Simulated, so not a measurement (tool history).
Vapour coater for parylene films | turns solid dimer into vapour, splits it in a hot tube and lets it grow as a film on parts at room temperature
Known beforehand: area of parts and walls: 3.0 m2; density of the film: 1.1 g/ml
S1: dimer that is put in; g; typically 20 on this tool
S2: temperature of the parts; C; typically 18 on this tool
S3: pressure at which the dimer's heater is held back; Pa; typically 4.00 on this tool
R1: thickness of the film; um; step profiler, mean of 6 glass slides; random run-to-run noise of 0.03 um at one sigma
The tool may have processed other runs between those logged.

run,hour,S1,S2,S3,R1
1,0.0,20,18,4.00,3.80
2,26.4,20,18,2.35,3.99
3,45.5,20,18,2.35,3.98
4,67.0,20,18,7.75,3.50
5,86.5,20,18,7.75,3.50
6,99.5,20,18,7.75,3.47
7,111.1,20,18,7.75,3.55
8,125.6,20,18,4.00,3.73
9,148.3,20,18,4.00,3.75
10,164.6,20,18,8.94,3.37
11,189.1,20,18,8.94,3.45
12,201.2,20,18,8.94,3.43
# hour 213.7: trap's valve overhauled
13,230.5,20,18,8.94,3.83
14,246.1,24,18,4.00,4.95
15,264.7,24,18,4.00,4.99
16,284.5,31,12,3.46,7.63
17,311.7,31,12,3.46,7.64
18,330.2,31,26,3.46,5.23
19,352.9,10,11,5.98,2.38
20,371.0,15,17,2.67,3.27
21,384.3,15,17,2.67,3.31
22,400.5,28,10,3.69,7.24
23,417.2,28,21,2.39,5.58
24,441.4,19,11,4.00,4.68
25,467.9,23,14,3.72,5.15
26,484.3,23,14,3.72,5.28

Below, some changes in R1 between adjacent runs. For each, the amount present without the hidden state too (settings, incoming material, random variation) and the amount remaining for the hidden state with gauge scatter not shared by both compared results:
What the log doesn't record here: vapour lost through the trap's worn valve, %; true temperature of the parts over the reading, C; drift of the gauge itself on film_um, %.
Run 12 -> 13: trap's valve overhauled. R1 +0.40 um: hidden state +0.38, all else +0.02.
Run 18 -> 19: S1 31 -> 10, S2 26 -> 11, S3 3.46 -> 5.98. R1 -2.85 um: hidden state +0.03, all else -2.88.
Run 21 -> 22: S1 15 -> 28, S2 17 -> 10, S3 2.67 -> 3.69. R1 +3.93 um: hidden state -0.06, all else +3.99.
